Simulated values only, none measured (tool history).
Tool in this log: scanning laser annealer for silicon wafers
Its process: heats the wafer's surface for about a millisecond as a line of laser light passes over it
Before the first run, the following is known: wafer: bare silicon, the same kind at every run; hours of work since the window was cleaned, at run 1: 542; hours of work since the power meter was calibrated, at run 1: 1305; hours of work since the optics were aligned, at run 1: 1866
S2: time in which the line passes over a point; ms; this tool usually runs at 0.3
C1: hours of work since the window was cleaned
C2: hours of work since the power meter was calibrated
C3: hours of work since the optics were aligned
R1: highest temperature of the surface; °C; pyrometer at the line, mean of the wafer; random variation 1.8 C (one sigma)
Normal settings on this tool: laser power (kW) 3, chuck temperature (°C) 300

{"run": 1, "hour": 0.0, "laser power (kW)": 3, "S2": 0.3, "chuck temperature (°C)": 300, "C1": 542, "C2": 1305, "C3": 1866, "R1": 985}
{"hour": 66.6, "done": "optics aligned, line set to its width"}
{"run": 2, "hour": 92.7, "laser power (kW)": 3, "S2": 0.3, "chuck temperature (°C)": 300, "C1": 603, "C2": 1366, "C3": 18, "R1": 1003}
{"run": 3, "hour": 167.6, "laser power (kW)": 3, "S2": 0.3, "chuck temperature (°C)": 300, "C1": 656, "C2": 1419, "C3": 71, "R1": 995}
{"run": 4, "hour": 266.0, "laser power (kW)": 3, "S2": 0.3, "chuck temperature (°C)": 300, "C1": 726, "C2": 1489, "C3": 141, "R1": 994}
{"run": 5, "hour": 347.1, "laser power (kW)": 3.129, "S2": 0.3, "chuck temperature (°C)": 300, "C1": 783, "C2": 1546, "C3": 198, "R1": 1030}
{"hour": 390.0, "done": "window over the wafer cleaned"}
{"run": 6, "hour": 431.4, "laser power (kW)": 3.129, "S2": 0.3, "chuck temperature (°C)": 300, "C1": 29, "C2": 1604, "C3": 256, "R1": 1073}
{"run": 7, "hour": 477.5, "laser power (kW)": 3.129, "S2": 0.3, "chuck temperature (°C)": 300, "C1": 62, "C2": 1636, "C3": 288, "R1": 1078}
{"run": 8, "hour": 524.4, "laser power (kW)": 3.129, "S2": 0.3, "chuck temperature (°C)": 300, "C1": 95, "C2": 1669, "C3": 321, "R1": 1073}
{"run": 9, "hour": 597.4, "laser power (kW)": 3.129, "S2": 0.3, "chuck temperature (°C)": 300, "C1": 146, "C2": 1721, "C3": 373, "R1": 1069}
{"run": 10, "hour": 687.1, "laser power (kW)": 3.129, "S2": 0.3, "chuck temperature (°C)": 300, "C1": 210, "C2": 1784, "C3": 436, "R1": 1062}
{"run": 11, "hour": 740.3, "laser power (kW)": 3, "S2": 0.3, "chuck temperature (°C)": 300, "C1": 247, "C2": 1822, "C3": 474, "R1": 1020}
{"run": 12, "hour": 796.0, "laser power (kW)": 3, "S2": 0.3, "chuck temperature (°C)": 332, "C1": 286, "C2": 1861, "C3": 513, "R1": 1046}
{"run": 13, "hour": 882.8, "laser power (kW)": 3, "S2": 0.3, "chuck temperature (°C)": 332, "C1": 348, "C2": 1922, "C3": 574, "R1": 1043}
{"run": 14, "hour": 985.7, "laser power (kW)": 3.032, "S2": 0.3, "chuck temperature (°C)": 332, "C1": 420, "C2": 1995, "C3": 647, "R1": 1054}
{"run": 15, "hour": 1063.2, "laser power (kW)": 3.032, "S2": 0.3, "chuck temperature (°C)": 332, "C1": 475, "C2": 2049, "C3": 701, "R1": 1045}
{"run": 16, "hour": 1145.6, "laser power (kW)": 3.032, "S2": 0.3, "chuck temperature (°C)": 332, "C1": 533, "C2": 2108, "C3": 760, "R1": 1042}
{"run": 17, "hour": 1219.4, "laser power (kW)": 3.032, "S2": 0.3, "chuck temperature (°C)": 332, "C1": 585, "C2": 2160, "C3": 812, "R1": 1038}
{"run": 18, "hour": 1268.6, "laser power (kW)": 3, "S2": 0.347, "chuck temperature (°C)": 300, "C1": 620, "C2": 2194, "C3": 846, "R1": 1038}
{"run": 19, "hour": 1338.0, "laser power (kW)": 3, "S2": 0.345, "chuck temperature (°C)": 300, "C1": 669, "C2": 2243, "C3": 895, "R1": 1032}
{"run": 20, "hour": 1404.4, "laser power (kW)": 3, "S2": 0.345, "chuck temperature (°C)": 300, "C1": 715, "C2": 2290, "C3": 942, "R1": 1030}
{"run": 21, "hour": 1453.4, "laser power (kW)": 3, "S2": 0.3, "chuck temperature (°C)": 300, "C1": 750, "C2": 2325, "C3": 977, "R1": 987}
{"hour": 1547.7, "done": "window over the wafer cleaned"}
{"run": 22, "hour": 1551.3, "laser power (kW)": 2.577, "S2": 0.325, "chuck temperature (°C)": 337, "C1": 2, "C2": 2392, "C3": 1044, "R1": 953}
{"run": 23, "hour": 1611.9, "laser power (kW)": 2.854, "S2": 0.279, "chuck temperature (°C)": 286, "C1": 45, "C2": 2435, "C3": 1087, "R1": 947}
{"run": 24, "hour": 1667.8, "laser power (kW)": 2.625, "S2": 0.334, "chuck temperature (°C)": 273, "C1": 85, "C2": 2474, "C3": 1126, "R1": 910}
{"run": 25, "hour": 1764.9, "laser power (kW)": 3, "S2": 0.3, "chuck temperature (°C)": 302, "C1": 153, "C2": 2543, "C3": 1195, "R1": 1022}
{"run": 26, "hour": 1807.4, "laser power (kW)": 2.669, "S2": 0.342, "chuck temperature (°C)": 300, "C1": 183, "C2": 2573, "C3": 1225, "R1": 952}
{"run": 27, "hour": 1905.5, "laser power (kW)": 2.669, "S2": 0.342, "chuck temperature (°C)": 300, "C1": 252, "C2": 2642, "C3": 1294, "R1": 946}
{"run": 28, "hour": 1957.4, "laser power (kW)": 2.948, "S2": 0.223, "chuck temperature (°C)": 300, "C1": 289, "C2": 2679, "C3": 1331, "R1": 915}
{"run": 29, "hour": 2001.5, "laser power (kW)": 2.823, "S2": 0.378, "chuck temperature (°C)": 326, "C1": 320, "C2": 2710, "C3": 1362, "R1": 1045}
{"run": 30, "hour": 2083.8, "laser power (kW)": 3.055, "S2": 0.333, "chuck temperature (°C)": 296, "C1": 378, "C2": 2768, "C3": 1420, "R1": 1053}
{"run": 31, "hour": 2131.1, "laser power (kW)": 2.792, "S2": 0.343, "chuck temperature (°C)": 286, "C1": 411, "C2": 2801, "C3": 1453, "R1": 964}
{"run": 32, "hour": 2204.0, "laser power (kW)": 3.298, "S2": 0.343, "chuck temperature (°C)": 265, "C1": 463, "C2": 2853, "C3": 1505, "R1": 1108}
{"run": 33, "hour": 2274.9, "laser power (kW)": 3.298, "S2": 0.343, "chuck temperature (°C)": 284, "C1": 513, "C2": 2903, "C3": 1555, "R1": 1123}
{"run": 34, "hour": 2377.2, "laser power (kW)": 3, "S2": 0.254, "chuck temperature (°C)": 300, "C1": 585, "C2": 2975, "C3": 1627, "R1": 946}
{"run": 35, "hour": 2473.4, "laser power (kW)": 2.689, "S2": 0.352, "chuck temperature (°C)": 322, "C1": 653, "C2": 3043, "C3": 1695, "R1": 959}
{"run": 36, "hour": 2567.5, "laser power (kW)": 2.607, "S2": 0.3, "chuck temperature (°C)": 323, "C1": 719, "C2": 3109, "C3": 1761, "R1": 890}
{"run": 37, "hour": 2668.9, "laser power (kW)": 3.037, "S2": 0.284, "chuck temperature (°C)": 304, "C1": 791, "C2": 3180, "C3": 1832, "R1": 982}
{"hour": 2704.4, "done": "window over the wafer cleaned"}
{"run": 38, "hour": 2764.9, "laser power (kW)": 3.037, "S2": 0.284, "chuck temperature (°C)": 304, "C1": 43, "C2": 3247, "C3": 1899, "R1": 1028}
{"hour": 2785.8, "done": "optics aligned, line set to its width"}
{"run": 39, "hour": 2869.0, "laser power (kW)": 2.737, "S2": 0.342, "chuck temperature (°C)": 295, "C1": 113, "C2": 3317, "C3": 59, "R1": 992}
{"run": 40, "hour": 2961.7, "laser power (kW)": 3, "S2": 0.3, "chuck temperature (°C)": 269, "C1": 178, "C2": 3382, "C3": 124, "R1": 1009}
{"run": 41, "hour": 3022.9, "laser power (kW)": 3.041, "S2": 0.3, "chuck temperature (°C)": 269, "C1": 221, "C2": 3425, "C3": 167, "R1": 1020}

Predict each of these 3 candidate next runs independently; none follows another, all start after run 41:
{"run": "A", "hour": 3068.8, "laser power (kW)": 3, "S2": 0.305, "chuck temperature (°C)": 300, "C1": 254, "C2": 3458, "C3": 200, "R1": "?"}
{"run": "B", "hour": 3068.8, "laser power (kW)": 3.163, "S2": 0.257, "chuck temperature (°C)": 323, "C1": 254, "C2": 3458, "C3": 200, "R1": "?"}
{"run": "C", "hour": 3068.8, "laser power (kW)": 3.052, "S2": 0.3, "chuck temperature (°C)": 325, "C1": 254, "C2": 3458, "C3": 200, "R1": "?"}

run=A R1=1039
run=B R1=1063
run=C R1=1079
With the hidden condition removed and each run's random variation left untouched, the same runs would have given:
run=A R1=1036
run=B R1=1060
run=C R1=1075
